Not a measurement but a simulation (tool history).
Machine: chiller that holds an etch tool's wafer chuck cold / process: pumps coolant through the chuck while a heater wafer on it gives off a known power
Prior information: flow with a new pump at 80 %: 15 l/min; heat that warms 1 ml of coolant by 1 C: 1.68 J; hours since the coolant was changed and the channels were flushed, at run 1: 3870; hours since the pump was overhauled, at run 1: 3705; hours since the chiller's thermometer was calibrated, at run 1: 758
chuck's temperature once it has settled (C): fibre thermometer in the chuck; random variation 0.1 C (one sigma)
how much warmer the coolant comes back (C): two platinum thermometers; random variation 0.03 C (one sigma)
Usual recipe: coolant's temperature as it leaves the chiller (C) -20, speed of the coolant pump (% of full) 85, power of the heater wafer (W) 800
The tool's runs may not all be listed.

| run | hour | coolant's temperature as it leaves the chiller (C) | speed of the coolant pump (% of full) | power of the heater wafer (W) | hours since the coolant was changed and the channels were flushed | hours since the pump was overhauled | hours since the chiller's thermometer was calibrated | chuck's temperature once it has settled (C) | how much warmer the coolant comes back (C) |
|---|---|---|---|---|---|---|---|---|---|
| 1 | 0.0 | -20 | 85 | 800 | 3870 | 3705 | 758 | -11.7 | 1.97 |
| 2 | 104.0 | -20 | 85 | 800 | 3974 | 3809 | 862 | -11.6 | 1.94 |
| 3 | 224.5 | -20 | 85 | 800 | 4094 | 3930 | 983 | -11.6 | 1.95 |
| 4 | 315.7 | -20 | 85 | 800 | 4186 | 4021 | 1074 | -11.7 | 1.95 |
| 5 | 400.8 | -20 | 85 | 800 | 4271 | 4106 | 1159 | -11.5 | 1.95 |
| 6 | 474.4 | -20 | 85 | 800 | 4344 | 4180 | 1233 | -11.6 | 2.00 |
| 7 | 549.7 | -20 | 85 | 800 | 4420 | 4255 | 1308 | -11.6 | 1.97 |
| 8 | 650.0 | -20 | 85 | 800 | 4520 | 4355 | 1408 | -11.3 | 2.01 |
| 9 | 724.6 | -20 | 85 | 800 | 4595 | 4430 | 1483 | -11.5 | 1.97 |
| 10 | 808.4 | -20 | 85 | 800 | 4678 | 4514 | 1567 | -11.5 | 1.95 |
| 11 | 911.0 | -20 | 85 | 800 | 4781 | 4616 | 1669 | -11.7 | 2.00 |
| 12 | 1030.0 | -20 | 85 | 800 | 4900 | 4735 | 1788 | -11.5 | 1.98 |
| 13 | 1092.4 | -20 | 85 | 800 | 4962 | 4798 | 1851 | -11.6 | 1.96 |
| 14 | 1203.3 | -20 | 85 | 800 | 5073 | 4909 | 1961 | -11.5 | 2.06 |
| 15 | 1276.1 | -21 | 98 | 462 | 5146 | 4981 | 2034 | -16.6 | 1.01 |
| 16 | 1371.9 | -16 | 86 | 943 | 5242 | 5077 | 2130 | -5.9 | 2.35 |
| 17 | 1479.7 | -13 | 85 | 507 | 5350 | 5185 | 2238 | -7.6 | 1.22 |
| 18 | 1569.8 | -13 | 85 | 507 | 5440 | 5275 | 2328 | -7.8 | 1.28 |
| 19 | 1648.7 | -13 | 85 | 507 | 5519 | 5354 | 2407 | -7.6 | 1.28 |
| 20 | 1710.7 | -13 | 85 | 507 | 5581 | 5416 | 2469 | -7.4 | 1.30 |
| 21 | 1789.9 | -19 | 85 | 800 | 5660 | 5495 | 2548 | -10.2 | 2.01 |
| 22 | 1896.8 | -11 | 92 | 872 | 5767 | 5602 | 2655 | -2.2 | 2.09 |
| 23 | 2001.1 | -11 | 92 | 872 | 5871 | 5706 | 2759 | -2.2 | 2.07 |
| 24 | 2056.9 | -20 | 90 | 447 | 5927 | 5762 | 2815 | -15.3 | 1.08 |
| 25 | 2108.8 | -10 | 86 | 1073 | 5979 | 5814 | 2867 | 1.7 | 2.63 |
|  | 2178.3 | coolant changed, channels flushed |
| 26 | 2200.6 | -23 | 84 | 1122 | 22 | 5900 | 2953 | -11.5 | 2.89 |
| 27 | 2321.4 | -28 | 70 | 1122 | 143 | 6021 | 3074 | -14.7 | 3.47 |

Here are 5 independent what-if runs from the current tool condition. What would each one return?
| A | 2397.7 | -20 | 85 | 888 | 219 | 6097 | 3150 | ? | ? |
| B | 2397.7 | -28 | 68 | 619 | 219 | 6097 | 3150 | ? | ? |
| C | 2397.7 | -26 | 77 | 1090 | 219 | 6097 | 3150 | ? | ? |
| D | 2397.7 | -28 | 61 | 1122 | 219 | 6097 | 3150 | ? | ? |
| E | 2397.7 | -15 | 71 | 773 | 219 | 6097 | 3150 | ? | ? |

| run | chuck's temperature once it has settled (C) | how much warmer the coolant comes back (C) |
|---|---|---|
| A | -10.9 | 2.28 |
| B | -20.5 | 1.98 |
| C | -13.9 | 3.15 |
| D | -13.2 | 3.97 |
| E | -6.0 | 2.34 |
Had the tool no hidden state, the same runs would have come out as:
| run | chuck's temperature once it has settled (C) | how much warmer the coolant comes back (C) |
|---|---|---|
| A | -11.6 | 1.99 |
| B | -21.1 | 1.73 |
| C | -14.9 | 2.77 |
| D | -14.5 | 3.48 |
| E | -6.7 | 2.05 |

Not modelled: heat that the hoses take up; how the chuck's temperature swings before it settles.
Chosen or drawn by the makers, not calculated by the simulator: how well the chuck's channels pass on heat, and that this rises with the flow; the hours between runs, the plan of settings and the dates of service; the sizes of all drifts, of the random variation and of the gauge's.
